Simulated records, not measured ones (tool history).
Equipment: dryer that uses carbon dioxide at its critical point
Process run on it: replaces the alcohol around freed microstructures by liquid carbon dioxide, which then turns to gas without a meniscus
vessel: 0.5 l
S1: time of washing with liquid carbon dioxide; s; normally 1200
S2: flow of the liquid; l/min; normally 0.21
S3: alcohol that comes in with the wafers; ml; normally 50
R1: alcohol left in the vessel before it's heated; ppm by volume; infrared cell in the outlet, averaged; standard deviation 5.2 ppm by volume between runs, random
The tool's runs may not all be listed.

Run 1, day 0: usual settings. Result: R1 231 ppm by volume.
At day 0.679: inlet filter changed.
Run 2, day 1.196: usual settings. Result: R1 160 ppm by volume.
Run 3, day 1.992: usual settings. Result: R1 179 ppm by volume.
Run 4, day 3.15: usual settings but S3 79 ml. Result: R1 242 ppm by volume.
Run 5, day 3.933: usual settings but S3 79 ml. Result: R1 260 ppm by volume.
Run 6, day 4.904: usual settings but S3 79 ml. Result: R1 265 ppm by volume.
Run 7, day 5.671: usual settings but S3 79 ml. Result: R1 286 ppm by volume.
Run 8, day 6.621: usual settings but S3 42 ml. Result: R1 189 ppm by volume.
Run 9, day 7.55: usual settings but S2 0.133 l/min, S3 42 ml. Result: R1 1635 ppm by volume.
Run 10, day 8.608: usual settings but S2 0.133 l/min, S3 42 ml. Result: R1 1725 ppm by volume.
Run 11, day 9.321: usual settings but S2 0.133 l/min, S3 42 ml. Result: R1 1764 ppm by volume.
Run 12, day 9.892: usual settings but S1 1260 s, S2 0.133 l/min, S3 26 ml. Result: R1 956 ppm by volume.
Run 13, day 10.55: usual settings but S1 840 s, S2 0.143 l/min, S3 51 ml. Result: R1 5576 ppm by volume.
At day 11.008: inlet filter changed.
Run 14, day 11.238: usual settings but S1 720 s, S3 84 ml. Result: R1 2712 ppm by volume.
Run 15, day 12.192: usual settings but S1 1620 s, S3 80 ml. Result: R1 114 ppm by volume.

What will run 16 give?
Run 16, day 12.938: usual settings but S1 1620 s, S3 80 ml. Result: R1 ?.

R1: 119 ppm by volume
The same run, on a tool lacking any hidden state, would have yielded R1 25 ppm by volume.
